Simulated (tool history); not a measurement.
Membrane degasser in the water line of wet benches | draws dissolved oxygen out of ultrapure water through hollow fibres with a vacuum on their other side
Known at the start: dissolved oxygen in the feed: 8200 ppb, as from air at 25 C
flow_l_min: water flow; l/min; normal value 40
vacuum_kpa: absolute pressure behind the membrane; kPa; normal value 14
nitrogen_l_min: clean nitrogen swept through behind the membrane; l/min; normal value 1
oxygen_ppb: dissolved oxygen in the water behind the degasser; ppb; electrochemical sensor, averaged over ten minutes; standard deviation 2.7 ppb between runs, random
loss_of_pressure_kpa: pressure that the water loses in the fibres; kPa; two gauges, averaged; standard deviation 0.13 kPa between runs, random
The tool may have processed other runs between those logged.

Run 1, hour 0: usual settings. Result: oxygen_ppb 933.9 ppb, loss_of_pressure_kpa 31.74 kPa.
Run 2, hour 111.2: usual settings. Result: oxygen_ppb 941.9 ppb, loss_of_pressure_kpa 31.89 kPa.
Run 3, hour 193.9: usual settings but vacuum_kpa 21.8 kPa. Result: oxygen_ppb 1422.9 ppb, loss_of_pressure_kpa 31.91 kPa.
At hour 212.6: vacuum gauge calibrated.
Run 4, hour 252.1: usual settings but vacuum_kpa 21.8 kPa. Result: oxygen_ppb 1395 ppb, loss_of_pressure_kpa 31.81 kPa.
Run 5, hour 343.2: usual settings but flow_l_min 36 l/min. Result: oxygen_ppb 824.8 ppb, loss_of_pressure_kpa 28.91 kPa.
Run 6, hour 442.7: usual settings but flow_l_min 28 l/min. Result: oxygen_ppb 650.3 ppb, loss_of_pressure_kpa 22.46 kPa.
Run 7, hour 506.6: usual settings but flow_l_min 28 l/min. Result: oxygen_ppb 650.1 ppb, loss_of_pressure_kpa 22.26 kPa.
Run 8, hour 599.3: usual settings but flow_l_min 28 l/min. Result: oxygen_ppb 655.3 ppb, loss_of_pressure_kpa 22.19 kPa.
Run 9, hour 682.5: usual settings. Result: oxygen_ppb 909.2 ppb, loss_of_pressure_kpa 31.97 kPa.
Run 10, hour 746.7: usual settings. Result: oxygen_ppb 909.6 ppb, loss_of_pressure_kpa 32.19 kPa.
Run 11, hour 871.7: usual settings but nitrogen_l_min 0.45 l/min. Result: oxygen_ppb 1473.9 ppb, loss_of_pressure_kpa 32.24 kPa.
Run 12, hour 977.7: usual settings but nitrogen_l_min 0.45 l/min. Result: oxygen_ppb 1464.2 ppb, loss_of_pressure_kpa 32.22 kPa.
Run 13, hour 1053.2: usual settings but nitrogen_l_min 0.45 l/min. Result: oxygen_ppb 1461.5 ppb, loss_of_pressure_kpa 31.92 kPa.
Run 14, hour 1143.8: usual settings but flow_l_min 55 l/min, nitrogen_l_min 0.45 l/min. Result: oxygen_ppb 1834.1 ppb, loss_of_pressure_kpa 44.36 kPa.
Run 15, hour 1229.7: usual settings but flow_l_min 55 l/min, nitrogen_l_min 0.45 l/min. Result: oxygen_ppb 1826.4 ppb, loss_of_pressure_kpa 44.22 kPa.
Run 16, hour 1284: usual settings but flow_l_min 55 l/min, nitrogen_l_min 1.57 l/min. Result: oxygen_ppb 956.6 ppb, loss_of_pressure_kpa 44.36 kPa.
Run 17, hour 1376.2: usual settings but flow_l_min 55 l/min, vacuum_kpa 14.4 kPa, nitrogen_l_min 1.57 l/min. Result: oxygen_ppb 983.6 ppb, loss_of_pressure_kpa 44.06 kPa.
Run 18, hour 1501: usual settings but flow_l_min 58 l/min, vacuum_kpa 11.5 kPa. Result: oxygen_ppb 1078.1 ppb, loss_of_pressure_kpa 46.66 kPa.
Run 19, hour 1613.9: usual settings but flow_l_min 26 l/min. Result: oxygen_ppb 612.9 ppb, loss_of_pressure_kpa 20.82 kPa.
Run 20, hour 1722.6: usual settings but flow_l_min 49 l/min, vacuum_kpa 26.8 kPa, nitrogen_l_min 1.83 l/min. Result: oxygen_ppb 1359.6 ppb, loss_of_pressure_kpa 39.59 kPa.
Run 21, hour 1781: usual settings but flow_l_min 34 l/min, vacuum_kpa 15 kPa. Result: oxygen_ppb 847.7 ppb, loss_of_pressure_kpa 27.64 kPa.
Run 22, hour 1885.9: usual settings but flow_l_min 34 l/min, vacuum_kpa 15 kPa. Result: oxygen_ppb 851.2 ppb, loss_of_pressure_kpa 27.52 kPa.
Run 23, hour 1997: usual settings but flow_l_min 53 l/min, vacuum_kpa 19.9 kPa, nitrogen_l_min 0.58 l/min. Result: oxygen_ppb 2178 ppb, loss_of_pressure_kpa 42.77 kPa.
Run 24, hour 2119.9: usual settings but vacuum_kpa 10.9 kPa, nitrogen_l_min 2.2 l/min. Result: oxygen_ppb 442.1 ppb, loss_of_pressure_kpa 32.26 kPa.
Run 25, hour 2216.1: usual settings but vacuum_kpa 12.8 kPa, nitrogen_l_min 2.1 l/min. Result: oxygen_ppb 527.8 ppb, loss_of_pressure_kpa 32.44 kPa.
Run 26, hour 2341.9: usual settings but vacuum_kpa 10.7 kPa, nitrogen_l_min 1.22 l/min. Result: oxygen_ppb 619.6 ppb, loss_of_pressure_kpa 32.12 kPa.
At hour 2413.9: seals of the vacuum lines changed.
Run 27, hour 2474.9: usual settings but vacuum_kpa 10.7 kPa, nitrogen_l_min 1.22 l/min. Result: oxygen_ppb 622 ppb, loss_of_pressure_kpa 32.32 kPa.
Run 28, hour 2573.4: usual settings but vacuum_kpa 10.7 kPa, nitrogen_l_min 1.22 l/min. Result: oxygen_ppb 624.9 ppb, loss_of_pressure_kpa 32.37 kPa.
Run 29, hour 2687.2: usual settings but vacuum_kpa 26.1 kPa, nitrogen_l_min 0.57 l/min. Result: oxygen_ppb 2323.6 ppb, loss_of_pressure_kpa 32.55 kPa.
Run 30, hour 2812: usual settings but flow_l_min 39 l/min, vacuum_kpa 19.1 kPa, nitrogen_l_min 0.55 l/min. Result: oxygen_ppb 1772.9 ppb, loss_of_pressure_kpa 31.68 kPa.
Run 31, hour 2907.3: usual settings but flow_l_min 41 l/min, vacuum_kpa 15.4 kPa, nitrogen_l_min 0.53 l/min. Result: oxygen_ppb 1521.4 ppb, loss_of_pressure_kpa 33.16 kPa.

Alternative continuations, all from the tool just after run 31; predict every row:
Run A, hour 3033.8: usual settings but flow_l_min 26 l/min, nitrogen_l_min 1.73 l/min. Result: oxygen_ppb ?, loss_of_pressure_kpa ?.
Run B, hour 3033.8: usual settings but vacuum_kpa 12.4 kPa. Result: oxygen_ppb ?, loss_of_pressure_kpa ?.
Run C, hour 3033.8: usual settings but flow_l_min 38 l/min. Result: oxygen_ppb ?, loss_of_pressure_kpa ?.
Run D, hour 3033.8: usual settings but flow_l_min 33 l/min, vacuum_kpa 34.9 kPa, nitrogen_l_min 2.14 l/min. Result: oxygen_ppb ?, loss_of_pressure_kpa ?.
Run E, hour 3033.8: usual settings but flow_l_min 62 l/min, vacuum_kpa 15.4 kPa, nitrogen_l_min 0.53 l/min. Result: oxygen_ppb ?, loss_of_pressure_kpa ?.

run  oxygen_ppb  loss_of_pressure_kpa
  A       407.2                 21.34
  B       825.7                 32.71
  C       885.1                 30.81
  D      1072.8                 26.71
  E        2026                  50.3
Without the tool's unlogged condition, the same runs would have read:
run  oxygen_ppb  loss_of_pressure_kpa
  A       392.8                 20.53
  B       794.2                 31.46
  C       856.4                 29.62
  D      1054.9                 25.68
  E      1977.1                 48.37
